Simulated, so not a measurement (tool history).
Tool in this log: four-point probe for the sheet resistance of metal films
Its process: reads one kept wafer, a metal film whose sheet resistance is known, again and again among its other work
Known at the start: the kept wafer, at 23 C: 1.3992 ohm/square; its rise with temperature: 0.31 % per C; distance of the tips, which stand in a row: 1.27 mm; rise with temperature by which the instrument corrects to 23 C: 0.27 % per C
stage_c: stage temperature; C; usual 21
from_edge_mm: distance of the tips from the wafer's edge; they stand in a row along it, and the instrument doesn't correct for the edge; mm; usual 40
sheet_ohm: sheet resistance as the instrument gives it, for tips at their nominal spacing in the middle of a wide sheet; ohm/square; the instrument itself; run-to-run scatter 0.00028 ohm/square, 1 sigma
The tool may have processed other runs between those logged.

{"run": 1, "day": 0.0, "stage_c": 21, "from_edge_mm": 40, "sheet_ohm": 1.410039}
{"run": 2, "day": 3.95, "stage_c": 21, "from_edge_mm": 40, "sheet_ohm": 1.410042}
{"run": 3, "day": 7.217, "stage_c": 21, "from_edge_mm": 40, "sheet_ohm": 1.410961}
{"run": 4, "day": 11.492, "stage_c": 21, "from_edge_mm": 40, "sheet_ohm": 1.410819}
{"run": 5, "day": 15.262, "stage_c": 21, "from_edge_mm": 40, "sheet_ohm": 1.410996}
{"run": 6, "day": 18.388, "stage_c": 21, "from_edge_mm": 40, "sheet_ohm": 1.411218}
{"run": 7, "day": 22.492, "stage_c": 21, "from_edge_mm": 40, "sheet_ohm": 1.411795}
{"run": 8, "day": 26.521, "stage_c": 21, "from_edge_mm": 40, "sheet_ohm": 1.411484}
{"run": 9, "day": 28.721, "stage_c": 21, "from_edge_mm": 40, "sheet_ohm": 1.412167}
{"run": 10, "day": 32.904, "stage_c": 21, "from_edge_mm": 40, "sheet_ohm": 1.412298}
{"run": 11, "day": 35.142, "stage_c": 21, "from_edge_mm": 40, "sheet_ohm": 1.412108}
{"run": 12, "day": 37.517, "stage_c": 21, "from_edge_mm": 40, "sheet_ohm": 1.412651}
{"run": 13, "day": 39.742, "stage_c": 21, "from_edge_mm": 19, "sheet_ohm": 1.415136}
{"run": 14, "day": 43.767, "stage_c": 21, "from_edge_mm": 19, "sheet_ohm": 1.415358}
{"run": 15, "day": 46.575, "stage_c": 21, "from_edge_mm": 5, "sheet_ohm": 1.459566}
{"run": 16, "day": 49.604, "stage_c": 23, "from_edge_mm": 40, "sheet_ohm": 1.41419}
{"run": 17, "day": 51.796, "stage_c": 30, "from_edge_mm": 40, "sheet_ohm": 1.41919}
{"run": 18, "day": 55.883, "stage_c": 21, "from_edge_mm": 40, "sheet_ohm": 1.413014}
{"run": 19, "day": 58.221, "stage_c": 21, "from_edge_mm": 40, "sheet_ohm": 1.414045}
{"run": 20, "day": 61.462, "stage_c": 21, "from_edge_mm": 40, "sheet_ohm": 1.414233}
{"day": 63.183, "done": "stage's thermometer calibrated"}
{"run": 21, "day": 64.492, "stage_c": 21, "from_edge_mm": 40, "sheet_ohm": 1.413326}
{"run": 22, "day": 68.558, "stage_c": 21, "from_edge_mm": 40, "sheet_ohm": 1.413259}
{"run": 23, "day": 70.592, "stage_c": 21, "from_edge_mm": 40, "sheet_ohm": 1.413279}
{"run": 24, "day": 74.954, "stage_c": 21, "from_edge_mm": 40, "sheet_ohm": 1.413543}
{"day": 75.95, "done": "stage's thermometer calibrated, once more"}
{"run": 25, "day": 77.221, "stage_c": 32, "from_edge_mm": 40, "sheet_ohm": 1.424803}
{"run": 26, "day": 79.067, "stage_c": 32, "from_edge_mm": 24, "sheet_ohm": 1.42582}
{"run": 27, "day": 83.517, "stage_c": 21, "from_edge_mm": 21, "sheet_ohm": 1.419499}
{"run": 28, "day": 85.733, "stage_c": 21, "from_edge_mm": 5, "sheet_ohm": 1.464896}
{"run": 29, "day": 88.208, "stage_c": 21, "from_edge_mm": 5, "sheet_ohm": 1.464657}
{"run": 30, "day": 92.629, "stage_c": 21, "from_edge_mm": 5, "sheet_ohm": 1.46463}
{"run": 31, "day": 96.846, "stage_c": 25, "from_edge_mm": 7, "sheet_ohm": 1.445131}
{"run": 32, "day": 100.525, "stage_c": 19, "from_edge_mm": 5, "sheet_ohm": 1.463673}
{"run": 33, "day": 103.542, "stage_c": 21, "from_edge_mm": 37, "sheet_ohm": 1.418861}
{"run": 34, "day": 105.633, "stage_c": 21, "from_edge_mm": 6, "sheet_ohm": 1.451681}
{"run": 35, "day": 109.588, "stage_c": 18, "from_edge_mm": 40, "sheet_ohm": 1.417151}
{"run": 36, "day": 112.054, "stage_c": 18, "from_edge_mm": 40, "sheet_ohm": 1.417844}
{"run": 37, "day": 116.4, "stage_c": 23, "from_edge_mm": 3, "sheet_ohm": 1.543788}
{"run": 38, "day": 119.779, "stage_c": 23, "from_edge_mm": 3, "sheet_ohm": 1.544062}
{"run": 39, "day": 122.817, "stage_c": 32, "from_edge_mm": 9, "sheet_ohm": 1.441948}
{"run": 40, "day": 126.412, "stage_c": 32, "from_edge_mm": 9, "sheet_ohm": 1.441918}
{"run": 41, "day": 128.492, "stage_c": 28, "from_edge_mm": 9, "sheet_ohm": 1.439744}
{"day": 132.058, "done": "new probe head fitted"}
{"run": 42, "day": 132.317, "stage_c": 35, "from_edge_mm": 11, "sheet_ohm": 1.41477}
{"run": 43, "day": 134.625, "stage_c": 35, "from_edge_mm": 11, "sheet_ohm": 1.415173}
{"run": 44, "day": 137.0, "stage_c": 23, "from_edge_mm": 5, "sheet_ohm": 1.444447}
{"run": 45, "day": 140.7, "stage_c": 30, "from_edge_mm": 48, "sheet_ohm": 1.402524}
{"run": 46, "day": 142.517, "stage_c": 28, "from_edge_mm": 6, "sheet_ohm": 1.433536}

Pick out some run-to-run changes in sheet_ohm. Of each, how much would a tool without hidden state show as well, from the settings, what came in and chance, and how much is left for the hidden state and any gauge scatter not in both results compared?
Hidden state present: inner tips' distance over the nominal, %; tips' flats over new ones', %; wafer's true temperature over the reading, C; drift of the gauge itself on sheet_ohm, %.
Run 24 -> 25: stage_c 21 -> 32, stage's thermometer calibrated, once more. sheet_ohm +0.011260 ohm/square: hidden state +0.003806, all else +0.007454.
Run 27 -> 28: from_edge_mm 21 -> 5. sheet_ohm +0.045397 ohm/square: hidden state +0.000690, all else +0.044707.
Run 36 -> 37: stage_c 18 -> 23, from_edge_mm 40 -> 3. sheet_ohm +0.125944 ohm/square: hidden state +0.001980, all else +0.123964.
Run 38 -> 39: stage_c 23 -> 32, from_edge_mm 3 -> 9. sheet_ohm -0.102114 ohm/square: hidden state -0.001158, all else -0.100956.
Run 41 -> 42: stage_c 28 -> 35, from_edge_mm 9 -> 11, new probe head fitted. sheet_ohm -0.024974 ohm/square: hidden state -0.024233, all else -0.000741.

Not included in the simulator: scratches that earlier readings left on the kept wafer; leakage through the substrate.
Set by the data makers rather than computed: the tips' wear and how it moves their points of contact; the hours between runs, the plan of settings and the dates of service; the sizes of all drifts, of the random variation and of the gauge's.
